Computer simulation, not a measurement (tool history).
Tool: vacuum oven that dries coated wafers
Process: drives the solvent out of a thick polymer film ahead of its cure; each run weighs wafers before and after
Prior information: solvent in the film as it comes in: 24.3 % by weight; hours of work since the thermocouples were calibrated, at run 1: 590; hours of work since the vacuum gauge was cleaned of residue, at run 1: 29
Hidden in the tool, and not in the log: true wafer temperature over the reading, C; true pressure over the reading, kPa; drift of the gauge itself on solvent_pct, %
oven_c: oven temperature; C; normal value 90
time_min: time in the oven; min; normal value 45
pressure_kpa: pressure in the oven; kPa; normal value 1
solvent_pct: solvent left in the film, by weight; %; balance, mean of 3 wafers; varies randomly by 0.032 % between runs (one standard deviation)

run   hour  oven_c  time_min  pressure_kpa  hours of work since the thermocouples were calibrated  hours of work since the vacuum gauge was cleaned of residue  solvent_pct
  1      0      90        45             1                                                    590                                                           29         1.46
  2   20.6      90        45             1                                                    605                                                           44         1.43
  3   58.9      90        23             1                                                    632                                                           71         4.86
  4     92      90        23             1                                                    656                                                           95         4.78
  5  136.7      90        23             1                                                    687                                                          127         4.75
  6  175.3      90        23             1                                                    715                                                          154         4.76
  7  224.3      90        45             1                                                    750                                                          189         1.44
  8  259.7      90        45             1                                                    775                                                          214          1.4
  9  295.7      90        45             1                                                    801                                                          240         1.41
 10  328.2      90        45             1                                                    824                                                          263         1.42
 11  357.1      90        45             1                                                    844                                                          284         1.44
 12  401.3      90        45             1                                                    876                                                          315         1.38
     405.3  -- vacuum gauge cleaned of residue and calibrated
 13  428.3      90        59             1                                                    894                                                           16         0.79
 14    476      90        45          1.99                                                    928                                                           50          1.7
 15  505.6     101        53          0.76                                                    949                                                           71         0.26
 16  527.5     101        53          0.76                                                    964                                                           87         0.24
 17    567      90        45          1.77                                                    993                                                          115         1.62
       589  -- vacuum gauge cleaned of residue and calibrated, once more
 18    605      89        45           1.5                                                   1019                                                           11         1.56
 19  634.6     103        45          2.28                                                   1040                                                           32         0.53
 20  661.9      92        29          1.25                                                   1059                                                           52         2.55
 21    703      83        45             1                                                   1088                                                           81         2.95
 22  736.7      89        45             1                                                   1112                                                          105         1.47
 23  775.8      89        45             1                                                   1140                                                          133         1.41
     782.2  -- oven's thermocouples calibrated
 24  808.7     101        45          0.67                                                     19                                                          155         0.33
 25  849.6      98        45          0.97                                                     48                                                          184         0.59
 26  898.7      98        45          0.97                                                     83                                                          219         0.55

Alternative continuations, all from the tool just after run 26; predict every row:
  A  938.7      99        45          0.91                                                    111                                                          247            ?
  B  938.7      90        45          3.07                                                    111                                                          247            ?
  C  938.7      83        45          0.98                                                    111                                                          247            ?
  D  938.7      92        36          1.39                                                    111                                                          247            ?
  E  938.7      77        38          0.82                                                    111                                                          247            ?

run  solvent_pct
  A         0.57
  B         2.53
  C          3.8
  D         2.27
  E         7.34
With no hidden state in the tool, these same runs would have given:
run  solvent_pct
  A         0.56
  B         2.55
  C         3.84
  D         2.29
  E         7.39
